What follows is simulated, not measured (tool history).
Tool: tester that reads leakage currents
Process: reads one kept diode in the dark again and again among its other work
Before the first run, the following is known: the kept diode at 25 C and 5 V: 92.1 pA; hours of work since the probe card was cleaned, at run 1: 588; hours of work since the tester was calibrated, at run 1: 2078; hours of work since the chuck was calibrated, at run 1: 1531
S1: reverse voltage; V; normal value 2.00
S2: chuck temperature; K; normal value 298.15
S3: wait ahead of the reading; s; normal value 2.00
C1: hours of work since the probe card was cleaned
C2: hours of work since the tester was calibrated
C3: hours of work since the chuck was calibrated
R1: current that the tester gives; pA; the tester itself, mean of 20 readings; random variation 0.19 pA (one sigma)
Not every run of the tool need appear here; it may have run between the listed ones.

run	hour	S1	S2	S3	C1	C2	C3	R1
1	0.0	2.00	298.15	2.00	588	2078	1531	66.95
2	53.9	2.00	298.15	2.00	626	2116	1568	67.29
3	145.1	2.00	298.15	2.00	688	2178	1631	67.17
4	224.0	2.00	298.15	1.93	743	2233	1685	67.48
5	281.6	16.61	298.15	1.93	783	2273	1725	183.25
6	350.9	16.61	298.15	1.93	830	2320	1773	184.28
7	427.6	16.61	298.15	1.93	883	2373	1826	185.62
8	514.8	16.61	298.15	1.93	943	2433	1886	186.76
9	598.8	2.00	298.15	3.12	1001	2491	1944	68.72
10	659.3	2.00	298.15	0.41	1043	2533	1985	68.89
11	729.1	2.00	298.15	2.00	1091	2581	2034	69.07
12	811.2	2.00	298.15	0.89	1148	2638	2090	69.45
13	874.5	2.00	298.15	0.89	1192	2681	2134	69.44
14	919.0	11.39	298.15	2.00	1222	2712	2164	157.68
15	969.7	11.39	298.15	2.00	1257	2747	2199	159.56
16	1029.3	1.02	298.15	2.00	1298	2788	2241	51.25
17	1077.9	1.02	298.15	2.00	1332	2822	2274	51.13
18	1157.4	2.00	298.15	2.00	1387	2877	2329	70.22
19	1220.2	2.00	298.15	2.00	1430	2920	2372	70.24
# hour 1307.7: chuck's temperature calibrated
20	1315.1	2.00	298.15	2.00	1494	2984	5	61.67
21	1405.1	2.00	298.15	2.00	1556	3046	67	62.47
22	1482.1	10.21	298.15	0.70	1609	3099	120	137.72
23	1575.4	4.66	318.15	0.33	1673	3163	185	512.99
24	1632.5	4.66	318.15	0.33	1713	3203	224	513.49
25	1690.9	18.08	298.15	2.00	1753	3243	264	182.88
26	1733.9	10.84	313.15	7.92	1783	3273	294	506.11
27	1821.5	11.52	319.15	7.92	1843	3333	354	851.87
28	1873.7	1.02	327.15	7.92	1879	3369	390	520.20
# hour 1880.2: tester calibrated
29	1921.1	2.20	305.15	4.24	1910	28	422	124.11
# hour 1949.6: probe card cleaned and baked
30	2004.6	2.00	312.15	2.18	38	84	477	213.37
31	2049.8	4.40	311.15	2.18	69	115	508	283.75
32	2139.3	4.40	311.15	2.18	131	177	570	282.82
33	2201.1	2.00	316.15	1.58	173	219	613	300.27
# hour 2225.1: tester calibrated, once more
34	2260.3	4.73	316.15	1.58	213	24	652	443.92
35	2306.8	9.04	304.15	8.04	245	56	684	214.52
36	2379.6	2.95	298.15	3.79	295	107	734	75.24
37	2428.3	2.95	298.15	3.79	329	140	768	75.72
38	2513.8	1.03	305.15	3.79	388	199	827	86.96
39	2586.3	1.03	305.15	3.79	438	249	877	87.33
40	2635.6	1.03	305.15	3.79	472	283	911	87.54
41	2721.1	2.88	316.15	2.00	531	342	970	357.30

Here are 3 independent what-if runs from the current tool condition. What would each one return?
A	2768.3	2.89	309.15	2.06	563	375	1002	?
B	2768.3	2.88	312.15	0.81	563	375	1002	?
C	2768.3	2.78	316.15	0.39	563	375	1002	?

run	R1
A	200.54
B	257.42
C	351.22
Had the tool no hidden state, the same runs would have come out as:
run	R1
A	191.28
B	245.92
C	336.14
